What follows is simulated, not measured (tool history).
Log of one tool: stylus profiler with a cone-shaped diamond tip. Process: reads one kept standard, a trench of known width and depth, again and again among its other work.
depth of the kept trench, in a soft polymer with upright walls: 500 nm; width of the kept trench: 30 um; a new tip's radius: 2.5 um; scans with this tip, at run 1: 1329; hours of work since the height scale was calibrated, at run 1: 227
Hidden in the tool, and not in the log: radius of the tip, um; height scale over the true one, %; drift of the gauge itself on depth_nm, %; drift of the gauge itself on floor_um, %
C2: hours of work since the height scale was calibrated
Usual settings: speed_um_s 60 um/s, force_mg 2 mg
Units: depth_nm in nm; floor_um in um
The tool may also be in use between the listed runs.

Run 1, hour 0: usual settings; scans with this tip 1329; C2 227. Result: depth_nm 504.22 nm, floor_um 26.8 um.
Run 2, hour 37.1: usual settings but force_mg 1.14 mg; scans with this tip 1439; C2 245. Result: depth_nm 502.73 nm, floor_um 26.78 um.
Run 3, hour 84.6: usual settings but speed_um_s 15 um/s; scans with this tip 1580; C2 270. Result: depth_nm 504.06 nm, floor_um 26.92 um.
Run 4, hour 140.6: usual settings but speed_um_s 15 um/s; scans with this tip 1747; C2 298. Result: depth_nm 504.31 nm, floor_um 26.94 um.
Run 5, hour 170: usual settings; scans with this tip 1834; C2 313. Result: depth_nm 503.86 nm, floor_um 26.74 um.
Run 6, hour 197.4: usual settings; scans with this tip 1916; C2 327. Result: depth_nm 503.98 nm, floor_um 26.72 um.
Run 7, hour 232.7: usual settings but speed_um_s 135 um/s; scans with this tip 2020; C2 345. Result: depth_nm 504.02 nm, floor_um 26.59 um.
Run 8, hour 277: usual settings; scans with this tip 2152; C2 367. Result: depth_nm 503.75 nm, floor_um 26.73 um.
Run 9, hour 306.9: usual settings but force_mg 4.92 mg; scans with this tip 2241; C2 382. Result: depth_nm 507.71 nm, floor_um 26.79 um.
Run 10, hour 351: usual settings; scans with this tip 2372; C2 405. Result: depth_nm 503.76 nm, floor_um 26.75 um.
Run 11, hour 385.9: usual settings; scans with this tip 2476; C2 422. Result: depth_nm 503.68 nm, floor_um 26.75 um.
Run 12, hour 425.7: usual settings; scans with this tip 2594; C2 443. Result: depth_nm 503.38 nm, floor_um 26.71 um.
Run 13, hour 481.9: usual settings; scans with this tip 2761; C2 471. Result: depth_nm 503.64 nm, floor_um 26.72 um.
Run 14, hour 515.3: usual settings but speed_um_s 104 um/s; scans with this tip 2861; C2 488. Result: depth_nm 503.48 nm, floor_um 26.58 um.
Run 15, hour 565.8: usual settings but speed_um_s 24 um/s, force_mg 1.26 mg; scans with this tip 3011; C2 514. Result: depth_nm 502.24 nm, floor_um 26.77 um.
Run 16, hour 594.6: usual settings but speed_um_s 102 um/s, force_mg 1.04 mg; scans with this tip 3096; C2 528. Result: depth_nm 501.75 nm, floor_um 26.5 um.
Run 17, hour 624.5: usual settings but speed_um_s 36 um/s, force_mg 0.72 mg; scans with this tip 3185; C2 543. Result: depth_nm 501.08 nm, floor_um 26.71 um.
Run 18, hour 665.7: usual settings but speed_um_s 85 um/s, force_mg 5.36 mg; scans with this tip 3308; C2 564. Result: depth_nm 507.6 nm, floor_um 26.69 um.
Run 19, hour 704: usual settings but speed_um_s 85 um/s, force_mg 4.63 mg; scans with this tip 3421; C2 584. Result: depth_nm 506.87 nm, floor_um 26.63 um.
Run 20, hour 752.1: usual settings but speed_um_s 161 um/s, force_mg 0.92 mg; scans with this tip 3564; C2 608. Result: depth_nm 501.25 nm, floor_um 26.17 um.

Run 21 comes next. What will it give?
Run 21, hour 784.4: usual settings but speed_um_s 44 um/s, force_mg 3.79 mg; scans with this tip 3661; C2 624. Result: depth_nm ?, floor_um ?.

Run 21 gave depth_nm 505.62 nm, floor_um 26.66 um.
Without the tool's hidden state the same run would have given depth_nm 507.17 nm, floor_um 26.91 um.
